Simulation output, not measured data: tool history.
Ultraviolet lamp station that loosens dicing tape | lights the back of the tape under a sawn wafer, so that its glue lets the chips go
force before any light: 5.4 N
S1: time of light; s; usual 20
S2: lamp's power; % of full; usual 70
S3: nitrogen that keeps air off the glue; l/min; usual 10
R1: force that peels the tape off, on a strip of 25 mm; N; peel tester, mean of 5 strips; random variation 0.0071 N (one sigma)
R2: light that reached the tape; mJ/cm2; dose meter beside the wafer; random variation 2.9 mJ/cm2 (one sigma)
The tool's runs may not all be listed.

{"run": 1, "day": 0.0, "S1": 20, "S2": 70, "S3": 10, "R1": 0.316, "R2": 380}
{"run": 2, "day": 0.879, "S1": 20, "S2": 70, "S3": 10, "R1": 0.3, "R2": 385}
{"run": 3, "day": 1.471, "S1": 20, "S2": 70, "S3": 10, "R1": 0.301, "R2": 384}
{"run": 4, "day": 2.288, "S1": 20, "S2": 70, "S3": 10, "R1": 0.312, "R2": 378}
{"run": 5, "day": 2.958, "S1": 20, "S2": 70, "S3": 10, "R1": 0.33, "R2": 381}
{"run": 6, "day": 3.6, "S1": 20, "S2": 70, "S3": 10, "R1": 0.323, "R2": 386}
{"run": 7, "day": 4.529, "S1": 20, "S2": 94, "S3": 18, "R1": 0.134, "R2": 513}
{"run": 8, "day": 5.254, "S1": 32, "S2": 61, "S3": 11, "R1": 0.168, "R2": 526}
{"day": 5.321, "done": "window cleaned of glue's vapour"}
{"run": 9, "day": 5.908, "S1": 14, "S2": 64, "S3": 5, "R1": 1.248, "R2": 231}
{"run": 10, "day": 6.471, "S1": 14, "S2": 75, "S3": 6, "R1": 0.833, "R2": 277}
{"run": 11, "day": 7.183, "S1": 18, "S2": 68, "S3": 9, "R1": 0.499, "R2": 317}

Forecast each of these 4 alternatives for the next run:
{"day": 8.021, "done": "window cleaned of glue's vapour, once more"}
{"run": "A", "day": 8.125, "S1": 18, "S2": 68, "S3": 15, "R1": "?", "R2": "?"}
{"day": 8.021, "done": "window cleaned of glue's vapour, once more"}
{"run": "B", "day": 8.125, "S1": 18, "S2": 70, "S3": 8, "R1": "?", "R2": "?"}
{"day": 8.021, "done": "window cleaned of glue's vapour, once more"}
{"run": "C", "day": 8.125, "S1": 20, "S2": 82, "S3": 6, "R1": "?", "R2": "?"}
{"day": 8.021, "done": "window cleaned of glue's vapour, once more"}
{"run": "D", "day": 8.125, "S1": 19, "S2": 82, "S3": 13, "R1": "?", "R2": "?"}

run=A R1=0.276 R2=348
run=B R1=0.384 R2=363
run=C R1=0.310 R2=477
run=D R1=0.193 R2=447
Without the tool's hidden state the same runs would have given:
run=A R1=0.254 R2=363
run=B R1=0.352 R2=379
run=C R1=0.285 R2=498
run=D R1=0.180 R2=466
